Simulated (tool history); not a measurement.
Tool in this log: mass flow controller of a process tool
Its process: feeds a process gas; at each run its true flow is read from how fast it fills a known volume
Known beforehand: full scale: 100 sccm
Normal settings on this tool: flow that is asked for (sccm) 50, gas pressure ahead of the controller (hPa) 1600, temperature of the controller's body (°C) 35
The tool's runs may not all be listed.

run      day  flow that is asked for (sccm)  gas pressure ahead of the controller (hPa)  temperature of the controller's body (°C)  true flow (%)
  1        0                             50                                        1600                                         35          99.75
  2   16.842                             50                                        1600                                         35           99.6
  3   29.862                             50                                        1600                                         35          99.65
  4    45.85                             50                                        1600                                         35          99.67
  5   67.396                             50                                        1600                                         35           99.5
  6   77.508                             50                                        1600                                         35          99.44
  7   89.404                             50                                        1600                                         35          99.51
  8  104.083                             50                                        1600                                         35          99.36
  9  114.738                             30                                        1600                                         35          99.66
 10  135.617                             50                                        2700                                         35          98.89
 11  155.054                             50                                        1600                                         23          98.82
 12  168.625                             50                                        1600                                         35          99.11
 13  183.142                             50                                        1600                                         35          98.93
 14   198.75                             50                                        1600                                         27          98.75
 15  220.367                             50                                        1600                                         35          99.01
 16  236.779                             50                                        1600                                         28          98.54
 17  259.025                             50                                        1600                                         28          98.46
 18  269.204                             50                                        1600                                         28          98.53
 19    279.6                             50                                        1480                                         35          98.68
 20  292.138                             50                                        1480                                         35          98.78
     294.275  -- controller's zero set anew
 21  301.717                             50                                        2390                                         35          98.92
 22  323.942                             45                                        2170                                         29          98.84
 23  343.558                             14                                        1720                                         24         104.24
 24  359.079                             14                                        1720                                         24         104.39
 25  380.617                             14                                        1720                                         24         104.41
 26  402.617                             14                                        1720                                         24         104.65
 27  415.154                             11                                        1990                                         24         107.19
     420.767  -- controller's zero set anew, once more
 28  430.579                             53                                        1490                                         26          95.83
 29  450.125                             53                                        1490                                         26          95.83
 30  466.783                             50                                        2720                                         30          95.53

The next listed run, before its measurement:
 31  480.612                             36                                        1600                                         34              ?

For run 31 the tool returned true flow (%) 95.93.
The same run, on a tool lacking any hidden state, would have yielded true flow (%) 100.

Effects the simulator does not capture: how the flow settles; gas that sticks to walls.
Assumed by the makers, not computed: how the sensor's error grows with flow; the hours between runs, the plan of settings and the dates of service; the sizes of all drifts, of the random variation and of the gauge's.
